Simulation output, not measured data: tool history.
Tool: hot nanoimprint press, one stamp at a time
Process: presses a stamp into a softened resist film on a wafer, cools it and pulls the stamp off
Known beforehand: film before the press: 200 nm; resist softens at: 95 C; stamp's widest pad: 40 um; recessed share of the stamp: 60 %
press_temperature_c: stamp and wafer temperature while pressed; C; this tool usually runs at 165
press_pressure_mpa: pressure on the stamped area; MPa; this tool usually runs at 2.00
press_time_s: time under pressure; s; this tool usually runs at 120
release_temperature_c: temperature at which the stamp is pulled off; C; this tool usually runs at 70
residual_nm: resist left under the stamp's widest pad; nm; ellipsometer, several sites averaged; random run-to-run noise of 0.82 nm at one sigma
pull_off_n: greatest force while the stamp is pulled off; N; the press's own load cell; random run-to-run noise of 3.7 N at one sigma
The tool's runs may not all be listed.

run	hour	press_temperature_c	press_pressure_mpa	press_time_s	release_temperature_c	residual_nm	pull_off_n
1	0.0	165	2.00	120	70	112.8	195
2	10.1	170	2.00	120	70	91.2	202
3	28.3	170	2.00	120	70	92.1	212
4	49.0	165	2.00	120	70	113.4	207
5	69.7	165	2.00	92	70	121.6	209
6	83.8	165	2.00	92	70	124.0	214
7	102.1	165	2.00	92	70	125.0	217
8	118.4	165	2.00	92	70	123.8	216
9	136.5	165	2.00	92	70	123.6	220
10	150.8	165	1.40	120	70	128.2	225
11	163.6	165	1.40	120	70	129.1	231
12	175.2	165	1.23	154	70	123.1	227
13	194.8	165	2.90	154	70	91.4	235
14	211.7	155	1.21	139	70	168.8	231
15	220.3	155	1.21	139	70	168.8	232
16	238.0	155	2.00	120	63	159.3	280
17	253.6	163	1.53	120	58	133.7	314
18	263.5	163	1.53	120	58	135.0	316
19	277.6	163	1.53	120	58	134.3	328
20	293.3	163	1.53	150	74	126.7	231
21	311.5	172	1.50	149	73	90.3	236

Predict each of these 5 candidate next runs independently; none follows another, all start after run 21:
A	331.8	170	2.73	149	73	?	?
B	331.8	174	2.00	120	70	?	?
C	331.8	172	1.50	149	62	?	?
D	331.8	162	3.02	120	70	?	?
E	331.8	169	1.22	149	65	?	?

run	residual_nm	pull_off_n
A	75.6	235
B	79.9	261
C	89.2	317
D	116.6	266
E	110.3	296
Stripped of hidden state, with their random variation kept, the same runs would have yielded:
run	residual_nm	pull_off_n
A	68.6	160
B	73.2	179
C	82.0	219
D	107.0	182
E	102.1	203

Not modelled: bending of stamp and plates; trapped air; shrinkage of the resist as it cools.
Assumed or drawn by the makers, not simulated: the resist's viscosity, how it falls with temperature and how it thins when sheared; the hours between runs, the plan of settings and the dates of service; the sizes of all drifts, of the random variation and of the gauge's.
